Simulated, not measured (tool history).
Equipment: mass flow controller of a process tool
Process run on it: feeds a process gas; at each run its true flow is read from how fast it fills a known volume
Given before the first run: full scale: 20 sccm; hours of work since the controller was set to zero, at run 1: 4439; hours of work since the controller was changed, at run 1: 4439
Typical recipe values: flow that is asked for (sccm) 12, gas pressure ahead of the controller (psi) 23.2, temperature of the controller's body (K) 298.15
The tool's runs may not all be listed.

| run | hour | flow that is asked for (sccm) | gas pressure ahead of the controller (psi) | temperature of the controller's body (K) | hours of work since the controller was set to zero | hours of work since the controller was changed | true flow (%) |
|---|---|---|---|---|---|---|---|
| 1 | 0.0 | 12 | 23.2 | 298.15 | 4439 | 4439 | 99.48 |
| 2 | 480.8 | 6 | 23.2 | 298.15 | 4639 | 4639 | 99.22 |
| 3 | 737.4 | 6 | 23.2 | 298.15 | 4745 | 4745 | 99.18 |
| 4 | 1004.1 | 6 | 23.2 | 298.15 | 4856 | 4856 | 99.01 |
| 5 | 1505.7 | 12 | 23.2 | 298.15 | 5064 | 5064 | 98.80 |
| 6 | 1789.7 | 12 | 23.2 | 298.15 | 5182 | 5182 | 98.66 |
| 7 | 2022.1 | 12 | 23.2 | 298.15 | 5278 | 5278 | 98.40 |
| 8 | 2245.8 | 12 | 23.2 | 298.15 | 5371 | 5371 | 98.48 |
| 9 | 2758.0 | 12 | 23.2 | 300.15 | 5584 | 5584 | 98.06 |
| 10 | 3190.0 | 12 | 23.2 | 311.15 | 5763 | 5763 | 96.95 |
| 11 | 3502.2 | 12 | 23.2 | 311.15 | 5893 | 5893 | 96.83 |
| 12 | 3946.7 | 12 | 23.2 | 311.15 | 6077 | 6077 | 96.66 |
| 13 | 4200.8 | 9 | 23.2 | 311.15 | 6183 | 6183 | 96.32 |
| 14 | 4466.1 | 9 | 23.2 | 293.15 | 6293 | 6293 | 97.45 |
| 15 | 4808.9 | 9 | 23.2 | 293.15 | 6435 | 6435 | 97.17 |
| 16 | 5262.3 | 9 | 23.2 | 293.15 | 6623 | 6623 | 96.94 |
|  | 5380.0 | gauge calibrated |
| 17 | 5565.1 | 12 | 23.2 | 303.15 | 6749 | 6749 | 99.26 |
|  | 5822.7 | controller exchanged for a calibrated one |
| 18 | 5902.8 | 10 | 23.2 | 298.15 | 33 | 33 | 99.27 |
| 19 | 6339.6 | 10 | 23.2 | 298.15 | 215 | 215 | 99.13 |
| 20 | 6712.7 | 12 | 23.2 | 307.15 | 369 | 369 | 98.31 |
| 21 | 7138.9 | 12 | 23.2 | 298.15 | 546 | 546 | 98.65 |
| 22 | 7603.3 | 12 | 23.2 | 307.15 | 739 | 739 | 97.74 |
| 23 | 8088.5 | 13 | 23.2 | 307.15 | 941 | 941 | 97.56 |
| 24 | 8352.7 | 13 | 23.2 | 307.15 | 1050 | 1050 | 97.36 |
| 25 | 8843.8 | 13 | 23.2 | 307.15 | 1254 | 1254 | 97.03 |
| 26 | 9203.4 | 10 | 22.3 | 307.15 | 1403 | 1403 | 96.72 |
| 27 | 9622.5 | 12 | 23.2 | 301.15 | 1577 | 1577 | 97.08 |
| 28 | 10109.8 | 16 | 28.4 | 308.15 | 1780 | 1780 | 96.61 |
| 29 | 10524.0 | 4 | 24.1 | 303.15 | 1951 | 1951 | 96.29 |
| 30 | 10784.8 | 4 | 24.1 | 303.15 | 2060 | 2060 | 96.16 |
| 31 | 11195.0 | 4 | 24.1 | 303.15 | 2230 | 2230 | 95.92 |
| 32 | 11558.1 | 16 | 23.6 | 298.15 | 2381 | 2381 | 96.25 |
| 33 | 11950.4 | 3 | 36.1 | 301.15 | 2544 | 2544 | 96.20 |
| 34 | 12438.0 | 5 | 23.2 | 299.15 | 2746 | 2746 | 95.57 |
| 35 | 12666.7 | 5 | 23.2 | 299.15 | 2841 | 2841 | 95.48 |
| 36 | 13058.8 | 12 | 36.8 | 299.15 | 3004 | 3004 | 95.82 |
| 37 | 13359.8 | 12 | 36.8 | 299.15 | 3129 | 3129 | 95.67 |
| 38 | 13690.8 | 20 | 25.5 | 294.15 | 3266 | 3266 | 95.41 |
| 39 | 14159.0 | 5 | 26.3 | 307.15 | 3460 | 3460 | 94.24 |
| 40 | 14439.5 | 5 | 26.3 | 307.15 | 3577 | 3577 | 94.02 |
|  | 14564.5 | gauge calibrated |
| 41 | 14818.1 | 5 | 26.3 | 307.15 | 3734 | 3734 | 98.95 |
| 42 | 15297.2 | 3 | 30.5 | 307.15 | 3933 | 3933 | 98.72 |
| 43 | 15807.3 | 3 | 26.8 | 313.15 | 4145 | 4145 | 98.07 |
| 44 | 16231.5 | 4 | 40.2 | 293.15 | 4321 | 4321 | 99.67 |
| 45 | 16624.4 | 4 | 40.2 | 293.15 | 4484 | 4484 | 99.56 |
| 46 | 17079.8 | 6 | 33.4 | 298.15 | 4673 | 4673 | 98.49 |
| 47 | 17511.3 | 6 | 33.4 | 298.15 | 4852 | 4852 | 98.36 |

Predict each of these 5 candidate next runs independently; none follows another, all start after run 47:
| A | 17912.3 | 6 | 33.4 | 306.15 | 5018 | 5018 | ? |
| B | 17912.3 | 12 | 32.5 | 311.15 | 5018 | 5018 | ? |
| C | 17912.3 | 6 | 33.4 | 300.15 | 5018 | 5018 | ? |
| D | 17912.3 | 8 | 22.8 | 302.15 | 5018 | 5018 | ? |
| E | 17912.3 | 17 | 33.4 | 298.15 | 5018 | 5018 | ? |

| run | true flow (%) |
|---|---|
| A | 97.65 |
| B | 97.26 |
| C | 98.05 |
| D | 97.38 |
| E | 98.30 |
With the hidden condition removed and each run's random variation left untouched, the same runs would have given:
| run | true flow (%) |
|---|---|
| A | 99.48 |
| B | 99.08 |
| C | 99.88 |
| D | 99.20 |
| E | 100.15 |

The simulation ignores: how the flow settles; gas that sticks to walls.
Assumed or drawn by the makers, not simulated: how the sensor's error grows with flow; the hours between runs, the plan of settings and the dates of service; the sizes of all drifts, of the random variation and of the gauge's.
